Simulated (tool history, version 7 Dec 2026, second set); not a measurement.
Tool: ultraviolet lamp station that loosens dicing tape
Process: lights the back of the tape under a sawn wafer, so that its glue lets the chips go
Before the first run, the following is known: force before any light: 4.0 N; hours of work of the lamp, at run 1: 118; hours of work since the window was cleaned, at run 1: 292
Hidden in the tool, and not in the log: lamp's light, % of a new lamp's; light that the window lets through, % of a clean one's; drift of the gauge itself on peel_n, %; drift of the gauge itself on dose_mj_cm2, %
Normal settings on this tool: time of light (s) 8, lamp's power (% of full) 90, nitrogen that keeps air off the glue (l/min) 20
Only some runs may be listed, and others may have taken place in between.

| run | hour | time of light (s) | lamp's power (% of full) | nitrogen that keeps air off the glue (l/min) | hours of work of the lamp | hours of work since the window was cleaned | force that peels the tape off (N) | light that reached the tape (mJ/cm2) |
|---|---|---|---|---|---|---|---|---|
| 1 | 0.0 | 8 | 90 | 20 | 118 | 292 | 0.314 | 505 |
| 2 | 19.5 | 8 | 90 | 20 | 128 | 302 | 0.312 | 497 |
| 3 | 37.2 | 8 | 90 | 20 | 137 | 311 | 0.330 | 496 |
| 4 | 56.7 | 8 | 90 | 20 | 147 | 320 | 0.319 | 491 |
| 5 | 68.4 | 8 | 67 | 20 | 152 | 326 | 0.542 | 367 |
| 6 | 91.1 | 8 | 80 | 20 | 164 | 338 | 0.394 | 436 |
| 7 | 109.6 | 5 | 90 | 20 | 173 | 347 | 0.721 | 303 |
| 8 | 131.4 | 5 | 90 | 20 | 184 | 358 | 0.755 | 301 |
| 9 | 151.7 | 5 | 90 | 20 | 194 | 368 | 0.719 | 300 |
| 10 | 169.7 | 8 | 90 | 20 | 203 | 377 | 0.333 | 478 |
| 11 | 191.1 | 8 | 90 | 20 | 214 | 388 | 0.360 | 482 |
| 12 | 207.4 | 8 | 90 | 14 | 222 | 396 | 0.450 | 462 |
|  | 209.1 | window cleaned of glue's vapour |
| 13 | 225.6 | 11 | 90 | 38 | 231 | 8 | 0.170 | 603 |
| 14 | 242.0 | 11 | 90 | 38 | 239 | 16 | 0.165 | 596 |
| 15 | 262.4 | 8 | 75 | 20 | 249 | 27 | 0.559 | 364 |
| 16 | 279.4 | 8 | 75 | 20 | 258 | 35 | 0.559 | 369 |
| 17 | 293.6 | 8 | 75 | 20 | 265 | 42 | 0.577 | 358 |
| 18 | 309.2 | 6 | 89 | 8 | 273 | 50 | 1.165 | 319 |
| 19 | 328.3 | 6 | 89 | 8 | 282 | 60 | 1.179 | 316 |
|  | 347.0 | window cleaned of glue's vapour, once more |
| 20 | 347.4 | 7 | 90 | 12 | 292 | 0 | 0.512 | 465 |

A few steps of force that peels the tape off (N) between consecutive runs. Split each: what settings, incoming material and random variation would produce without the hidden state, and what is left over for the hidden state, along with gauge scatter present in only one of the two compared results (measured, and without hidden state):
Run 14 -> 15: time of light (s) 11 -> 8, lamp's power (% of full) 90 -> 75, nitrogen that keeps air off the glue (l/min) 38 -> 20. force that peels the tape off (N) +0.394: hidden state +0.176, all else +0.218.
Run 17 -> 18: time of light (s) 8 -> 6, lamp's power (% of full) 75 -> 89, nitrogen that keeps air off the glue (l/min) 20 -> 8. force that peels the tape off (N) +0.588: hidden state +0.134, all else +0.454.
Run 19 -> 20: time of light (s) 6 -> 7, lamp's power (% of full) 89 -> 90, nitrogen that keeps air off the glue (l/min) 8 -> 12, window cleaned of glue's vapour, once more. force that peels the tape off (N) -0.667: hidden state -0.313, all else -0.354.

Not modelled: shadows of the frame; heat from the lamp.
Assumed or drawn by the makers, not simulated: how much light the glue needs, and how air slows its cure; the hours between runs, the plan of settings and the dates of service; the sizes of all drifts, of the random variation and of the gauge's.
